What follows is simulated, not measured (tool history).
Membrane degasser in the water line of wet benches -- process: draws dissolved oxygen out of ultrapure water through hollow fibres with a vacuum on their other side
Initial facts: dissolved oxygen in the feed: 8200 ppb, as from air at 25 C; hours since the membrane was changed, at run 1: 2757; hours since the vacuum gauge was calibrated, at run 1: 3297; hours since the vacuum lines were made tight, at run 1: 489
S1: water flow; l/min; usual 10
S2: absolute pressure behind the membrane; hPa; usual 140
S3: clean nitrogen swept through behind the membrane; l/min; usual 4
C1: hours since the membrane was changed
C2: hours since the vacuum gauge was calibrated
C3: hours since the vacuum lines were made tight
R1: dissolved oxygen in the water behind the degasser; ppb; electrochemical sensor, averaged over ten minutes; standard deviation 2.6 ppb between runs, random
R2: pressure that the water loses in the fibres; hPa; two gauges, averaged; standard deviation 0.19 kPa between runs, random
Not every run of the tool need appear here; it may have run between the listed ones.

run	hour	S1	S2	S3	C1	C2	C3	R1	R2
1	0	10	140	4	2757	3297	489	271	367.6
2	56.7	10	140	4	2814	3354	546	272.7	371.7
3	150	10	140	4	2907	3447	639	270.8	369.1
4	236.7	10	140	4	2994	3533	726	273.8	370.3
5	292.3	10	140	4	3049	3589	781	275.4	365.4
6	368.2	10	140	4	3125	3665	857	269.3	371.8
7	442.1	10	140	4	3199	3739	931	273	370.8
8	512.9	10	140	4	3270	3810	1002	274	368.9
9	553.4	10	140	2.15	3310	3850	1043	328	372.5
10	601.3	10	140	4	3358	3898	1091	273.6	370.7
11	663.2	10	140	4	3420	3960	1152	269.9	372.7
12	729.1	11	288	6.96	3486	4026	1218	339.3	410.7
# hour 738.2: vacuum gauge calibrated
13	775.9	12	194	2.12	3532	38	1265	491	445.7
14	874.5	14	187	4	3631	136	1363	470.1	517.3
15	958.6	9	116	2.73	3715	220	1447	239.6	333
16	1051.5	9	116	7.54	3808	313	1540	199.5	335.4
17	1093.7	9	116	7.54	3850	355	1582	201	333.5
18	1186.2	9	116	7.54	3943	448	1675	201.3	335.5
19	1271.2	9	255	2.12	4028	533	1760	399.6	335.9
# hour 1308.4: vacuum gauge calibrated, once more
20	1352.6	10	158	4	4109	44	1841	284	371.8
21	1415.8	10	177	4	4172	107	1904	295.6	371
22	1511	8	232	10.26	4267	203	1999	176.1	297.6

What if the next run were any one of these 3? Each begins from the tool's condition after run 22:
A	1600.1	10	140	2.15	4356	292	2088	?	?
B	1600.1	13	214	5.09	4356	292	2088	?	?
C	1600.1	8	232	1.67	4356	292	2088	?	?

run	R1	R2
A	334.7	369.4
B	422.5	481.8
C	369.3	299.3
What these runs would have given with no unlogged condition in the tool:
run	R1	R2
A	319.3	362.5
B	403.3	472.8
C	357	293.7
